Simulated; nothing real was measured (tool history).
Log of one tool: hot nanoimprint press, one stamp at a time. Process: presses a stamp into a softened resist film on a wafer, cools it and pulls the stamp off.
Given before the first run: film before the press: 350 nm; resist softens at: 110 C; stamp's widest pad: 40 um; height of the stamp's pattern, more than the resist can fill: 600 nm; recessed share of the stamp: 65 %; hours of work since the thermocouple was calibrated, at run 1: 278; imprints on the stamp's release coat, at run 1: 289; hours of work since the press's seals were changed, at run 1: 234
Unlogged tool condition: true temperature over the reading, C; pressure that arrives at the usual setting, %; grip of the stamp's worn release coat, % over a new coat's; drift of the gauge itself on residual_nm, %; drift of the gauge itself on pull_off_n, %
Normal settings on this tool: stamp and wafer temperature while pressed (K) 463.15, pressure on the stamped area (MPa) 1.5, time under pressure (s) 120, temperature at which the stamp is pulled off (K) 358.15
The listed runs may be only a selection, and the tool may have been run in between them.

run,hour,stamp and wafer temperature while pressed (K),pressure on the stamped area (MPa),time under pressure (s),temperature at which the stamp is pulled off (K),hours of work since the thermocouple was calibrated,imprints on the stamp's release coat,hours of work since the press's seals were changed,resist left under the stamp's widest pad (Å),greatest force while the stamp is pulled off (N)
1,0,463.15,1.5,120,358.15,278,289,234,1465,114.5
2,35.6,470.15,1.5,120,358.15,303,486,259,1098,118.2
# hour 80.1: stamp cleaned and given a new release coat
3,98.4,470.15,1.5,120,354.15,343,101,299,1098,117.7
4,135.1,463.15,1.5,120,358.15,369,303,325,1484,117.2
5,203.8,463.15,1.5,120,365.15,418,682,374,1490,114.9
# hour 215.4: stamp cleaned and given a new release coat
6,265,463.15,1.5,120,365.15,457,274,413,1511,105.9
7,325.3,465.15,1.5,120,365.15,499,606,456,1385,113.4
# hour 346.3: stamp cleaned and given a new release coat
8,375.7,463.15,1.5,118,358.15,531,163,487,1521,112.8
# hour 392: plate thermocouple calibrated
9,436.3,463.15,1.5,118,358.15,31,480,528,1478,120.4
# hour 481.6: stamp cleaned and given a new release coat
10,500.1,463.15,1.5,118,358.15,72,102,568,1462,111.2
11,549.4,465.15,1.5,120,358.15,107,374,603,1349,116.8
12,600.2,465.15,1.5,120,358.15,143,655,639,1360,124.7
# hour 615.7: stamp cleaned and given a new release coat
13,665.3,465.15,1.77,120,358.15,185,274,681,1279,113.9
14,704.8,465.15,1.77,120,358.15,213,492,709,1267,119.6
# hour 742: press's hydraulic seals changed and the load cell set to zero
15,746.7,463.15,1.5,120,358.15,237,679,3,1482,124.4
# hour 758.2: stamp cleaned and given a new release coat
16,786.5,463.15,1.5,120,358.15,261,156,27,1477,114.1
17,832.2,457.15,1.5,222,345.15,293,409,60,1511,135.5
# hour 889.6: stamp cleaned and given a new release coat
18,891.7,463.15,1.5,212,364.15,331,12,97,1171,102.1
19,946.7,463.15,1.84,67,358.15,370,315,136,1722,117.2
20,1006.6,458.15,1.95,60,360.15,412,646,179,2132,121.1
# hour 1022.6: stamp cleaned and given a new release coat
21,1052.4,458.15,1.95,60,360.15,440,164,207,2145,110.4
22,1098.6,458.15,1.95,60,360.15,473,419,239,2142,117.6
23,1145.5,461.15,1.52,193,345.15,506,678,273,1354,143.1
# hour 1155.1: stamp cleaned and given a new release coat
# hour 1203.3: plate thermocouple calibrated
24,1224.8,461.15,1.52,193,345.15,15,368,322,1294,134.7
# hour 1289.7: stamp cleaned and given a new release coat
25,1292,463.15,1.46,142,358.15,59,13,366,1376,108.6
26,1328.1,463.15,1.46,142,353.15,84,212,391,1393,120.2
27,1366.2,463.15,1.46,142,353.15,111,422,418,1387,125.6
28,1413.2,451.15,1.5,90,358.15,144,682,451,2546,122.9
# hour 1422.2: stamp cleaned and given a new release coat
29,1459,460.15,1.2,62,358.15,172,203,479,2272,113.4
30,1527.5,460.15,1.2,62,358.15,221,581,528,2286,119.7

Selected run-to-run steps in resist left under the stamp's widest pad (Å), each split into two signed amounts: the part the tool would show with no hidden state at all (from settings, incoming material and random variation), and the remainder, which goes to the hidden state together with any gauge scatter not common to the measured and the hidden-state-free results:
Run 8 -> 9: plate thermocouple calibrated. resist left under the stamp's widest pad (Å) -43: hidden state -59, all else +16.
Run 18 -> 19: pressure on the stamped area (MPa) 1.5 -> 1.84, time under pressure (s) 212 -> 67, temperature at which the stamp is pulled off (K) 364.15 -> 358.15. resist left under the stamp's widest pad (Å) +551: hidden state +21, all else +530.
Run 22 -> 23: stamp and wafer temperature while pressed (K) 458.15 -> 461.15, pressure on the stamped area (MPa) 1.95 -> 1.52, time under pressure (s) 60 -> 193, temperature at which the stamp is pulled off (K) 360.15 -> 345.15. resist left under the stamp's widest pad (Å) -788: hidden state -15, all else -773.
Run 23 -> 24: stamp cleaned and given a new release coat, plate thermocouple calibrated. resist left under the stamp's widest pad (Å) -60: hidden state -62, all else +2.
Run 27 -> 28: stamp and wafer temperature while pressed (K) 463.15 -> 451.15, pressure on the stamped area (MPa) 1.46 -> 1.5, time under pressure (s) 142 -> 90, temperature at which the stamp is pulled off (K) 353.15 -> 358.15. resist left under the stamp's widest pad (Å) +1159: hidden state +13, all else +1146.

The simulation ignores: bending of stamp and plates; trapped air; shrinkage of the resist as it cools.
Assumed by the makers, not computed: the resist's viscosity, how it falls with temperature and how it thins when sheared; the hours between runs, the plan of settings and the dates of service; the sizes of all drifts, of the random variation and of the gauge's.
